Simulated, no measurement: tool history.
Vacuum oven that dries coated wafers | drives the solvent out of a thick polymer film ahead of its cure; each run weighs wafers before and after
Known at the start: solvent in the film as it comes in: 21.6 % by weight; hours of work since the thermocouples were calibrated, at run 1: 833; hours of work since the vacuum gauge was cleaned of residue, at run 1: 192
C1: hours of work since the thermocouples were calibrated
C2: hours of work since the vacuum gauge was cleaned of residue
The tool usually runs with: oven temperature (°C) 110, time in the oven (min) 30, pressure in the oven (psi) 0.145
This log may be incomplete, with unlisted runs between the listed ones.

run 1 day=0.000 | oven_temperature_(°C)=110 time_in_the_oven_(min)=30 pressure_in_the_oven_(psi)=0.145 | C1=833 C2=192 | solvent_left_in_the_film_(%)=2.99
run 2 day=1.350 | oven_temperature_(°C)=110 time_in_the_oven_(min)=30 pressure_in_the_oven_(psi)=0.145 | C1=857 C2=217 | solvent_left_in_the_film_(%)=2.93
run 3 day=3.454 | oven_temperature_(°C)=110 time_in_the_oven_(min)=51 pressure_in_the_oven_(psi)=0.145 | C1=895 C2=255 | solvent_left_in_the_film_(%)=1.22
run 4 day=4.725 | oven_temperature_(°C)=95 time_in_the_oven_(min)=30 pressure_in_the_oven_(psi)=0.145 | C1=919 C2=278 | solvent_left_in_the_film_(%)=6.85
run 5 day=5.825 | oven_temperature_(°C)=95 time_in_the_oven_(min)=30 pressure_in_the_oven_(psi)=0.145 | C1=939 C2=298 | solvent_left_in_the_film_(%)=6.84
run 6 day=7.650 | oven_temperature_(°C)=95 time_in_the_oven_(min)=30 pressure_in_the_oven_(psi)=0.145 | C1=972 C2=332 | solvent_left_in_the_film_(%)=6.79
run 7 day=9.788 | oven_temperature_(°C)=95 time_in_the_oven_(min)=30 pressure_in_the_oven_(psi)=0.145 | C1=1011 C2=370 | solvent_left_in_the_film_(%)=6.78
run 8 day=11.671 | oven_temperature_(°C)=95 time_in_the_oven_(min)=30 pressure_in_the_oven_(psi)=0.145 | C1=1045 C2=405 | solvent_left_in_the_film_(%)=6.71
run 9 day=12.992 | oven_temperature_(°C)=109 time_in_the_oven_(min)=30 pressure_in_the_oven_(psi)=0.145 | C1=1069 C2=429 | solvent_left_in_the_film_(%)=3.11
run 10 day=13.900 | oven_temperature_(°C)=109 time_in_the_oven_(min)=30 pressure_in_the_oven_(psi)=0.145 | C1=1085 C2=445 | solvent_left_in_the_film_(%)=3.14
run 11 day=15.975 | oven_temperature_(°C)=109 time_in_the_oven_(min)=30 pressure_in_the_oven_(psi)=0.145 | C1=1123 C2=483 | solvent_left_in_the_film_(%)=3.07
run 12 day=17.212 | oven_temperature_(°C)=109 time_in_the_oven_(min)=30 pressure_in_the_oven_(psi)=0.145 | C1=1146 C2=505 | solvent_left_in_the_film_(%)=3.06
run 13 day=18.454 | oven_temperature_(°C)=109 time_in_the_oven_(min)=30 pressure_in_the_oven_(psi)=0.145 | C1=1168 C2=528 | solvent_left_in_the_film_(%)=3.10
run 14 day=20.204 | oven_temperature_(°C)=109 time_in_the_oven_(min)=30 pressure_in_the_oven_(psi)=0.145 | C1=1200 C2=560 | solvent_left_in_the_film_(%)=3.03
run 15 day=21.400 | oven_temperature_(°C)=109 time_in_the_oven_(min)=30 pressure_in_the_oven_(psi)=0.145 | C1=1222 C2=582 | solvent_left_in_the_film_(%)=3.01
run 16 day=22.658 | oven_temperature_(°C)=102 time_in_the_oven_(min)=22 pressure_in_the_oven_(psi)=0.126 | C1=1245 C2=604 | solvent_left_in_the_film_(%)=6.56
run 17 day=24.046 | oven_temperature_(°C)=102 time_in_the_oven_(min)=22 pressure_in_the_oven_(psi)=0.126 | C1=1270 C2=630 | solvent_left_in_the_film_(%)=6.49
run 18 day=25.025 | oven_temperature_(°C)=98 time_in_the_oven_(min)=46 pressure_in_the_oven_(psi)=0.255 | C1=1288 C2=647 | solvent_left_in_the_film_(%)=4.06
run 19 day=26.958 | oven_temperature_(°C)=106 time_in_the_oven_(min)=30 pressure_in_the_oven_(psi)=0.492 | C1=1323 C2=683 | solvent_left_in_the_film_(%)=5.01
-- day=27.162 oven's thermocouples calibrated
-- day=27.225 vacuum gauge cleaned of residue and calibrated
run 20 day=28.762 | oven_temperature_(°C)=106 time_in_the_oven_(min)=30 pressure_in_the_oven_(psi)=0.492 | C1=28 C2=28 | solvent_left_in_the_film_(%)=5.94
run 21 day=30.625 | oven_temperature_(°C)=102 time_in_the_oven_(min)=30 pressure_in_the_oven_(psi)=0.158 | C1=62 C2=62 | solvent_left_in_the_film_(%)=5.68
-- day=31.817 vacuum gauge cleaned of residue and calibrated, once more
run 22 day=32.800 | oven_temperature_(°C)=100 time_in_the_oven_(min)=41 pressure_in_the_oven_(psi)=0.170 | C1=100 C2=18 | solvent_left_in_the_film_(%)=4.31
run 23 day=33.775 | oven_temperature_(°C)=110 time_in_the_oven_(min)=27 pressure_in_the_oven_(psi)=0.145 | C1=118 C2=36 | solvent_left_in_the_film_(%)=3.94
run 24 day=35.888 | oven_temperature_(°C)=111 time_in_the_oven_(min)=38 pressure_in_the_oven_(psi)=0.350 | C1=156 C2=74 | solvent_left_in_the_film_(%)=2.92
run 25 day=36.879 | oven_temperature_(°C)=110 time_in_the_oven_(min)=15 pressure_in_the_oven_(psi)=0.083 | C1=174 C2=92 | solvent_left_in_the_film_(%)=7.28
run 26 day=38.067 | oven_temperature_(°C)=102 time_in_the_oven_(min)=19 pressure_in_the_oven_(psi)=0.145 | C1=196 C2=114 | solvent_left_in_the_film_(%)=8.14
run 27 day=39.729 | oven_temperature_(°C)=101 time_in_the_oven_(min)=28 pressure_in_the_oven_(psi)=0.075 | C1=226 C2=144 | solvent_left_in_the_film_(%)=5.73
run 28 day=40.675 | oven_temperature_(°C)=120 time_in_the_oven_(min)=44 pressure_in_the_oven_(psi)=0.075 | C1=243 C2=161 | solvent_left_in_the_film_(%)=0.57

Below, some changes in solvent left in the film (%) between adjacent runs. For each, the amount present without the hidden state too (settings, incoming material, random variation) and the amount remaining for the hidden state with gauge scatter not shared by both compared results:
Hidden state present: true wafer temperature over the reading, C; true pressure over the reading, kPa; drift of the gauge itself on solvent_pct, %.
Run 3 -> 4: oven temperature (°C) 110 -> 95, time in the oven (min) 51 -> 30. solvent left in the film (%) +5.63: hidden state -0.38, all else +6.01.
Run 19 -> 20: oven's thermocouples calibrated, vacuum gauge cleaned of residue and calibrated. solvent left in the film (%) +0.93: hidden state +0.96, all else -0.03.
Run 27 -> 28: oven temperature (°C) 101 -> 120, time in the oven (min) 28 -> 44. solvent left in the film (%) -5.16: hidden state +0.01, all else -5.17.

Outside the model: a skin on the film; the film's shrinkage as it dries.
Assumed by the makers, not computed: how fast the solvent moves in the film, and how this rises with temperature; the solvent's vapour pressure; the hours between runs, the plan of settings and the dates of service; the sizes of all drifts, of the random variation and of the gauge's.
